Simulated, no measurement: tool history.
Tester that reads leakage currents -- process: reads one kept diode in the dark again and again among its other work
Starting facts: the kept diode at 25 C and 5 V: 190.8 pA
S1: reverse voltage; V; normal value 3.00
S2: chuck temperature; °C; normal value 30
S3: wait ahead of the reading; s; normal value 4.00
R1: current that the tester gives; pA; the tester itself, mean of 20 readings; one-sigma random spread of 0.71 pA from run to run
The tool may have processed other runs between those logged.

run    hour    S1  S2    S3       R1
  1     0.0  3.00  30  4.00   261.02
  2    65.7  3.00  30  4.00   263.02
  3   165.9  3.00  30  4.00   267.78
  4   288.5  3.00  30  4.00   270.88
  5   371.6  3.00  30  4.00   272.73
  6   426.8  3.00  30  4.00   276.26
  7   513.8  3.00  30  4.00   279.79
  8   621.0  3.00  30  4.00   282.71
  9   684.0  3.00  30  4.00   284.70
 10   775.1  3.00  30  4.00   286.53
 11   828.0  3.00  30  4.00   287.23
 12   911.2  3.00  30  4.00   289.78
      924.0  -- probe card cleaned and baked
 13   969.1  3.00  30  0.42   295.87
     1050.3  -- chuck's temperature calibrated
 14  1061.2  3.00  33  2.83   308.74
 15  1169.6  3.00  33  4.00   311.56
 16  1222.9  1.94  44  1.12   632.33
     1302.2  -- probe card cleaned and baked, once more
 17  1322.6  6.93  30  4.00   348.29
 18  1435.3  2.15  30  4.00   213.25
 19  1492.3  2.15  30  4.00   214.18
 20  1544.8  1.03  28  4.00   131.93
 21  1630.0  3.34  30  0.48   266.11
 22  1757.6  1.60  53  1.01  1210.71
 23  1868.5  1.60  53  1.35  1229.21
 24  1950.0  1.60  29  0.78   182.91

5 ways to go on from here, each from the tool as it stands after run 24. What would each give?
  A  2025.9   3.00  30  9.95   ?
  B  2025.9  14.45  30  4.00   ?
  C  2025.9   3.95  29  1.11   ?
  D  2025.9   3.00  30  3.52   ?
  E  2025.9   1.61  45  1.65   ?

run      R1
  A  263.12
  B  522.84
  C  273.91
  D  263.50
  E  683.71
Take away the tool's hidden state, keep each run's random variation, and the runs would have read:
run      R1
  A  236.93
  B  467.84
  C  246.25
  D  237.28
  E  624.02
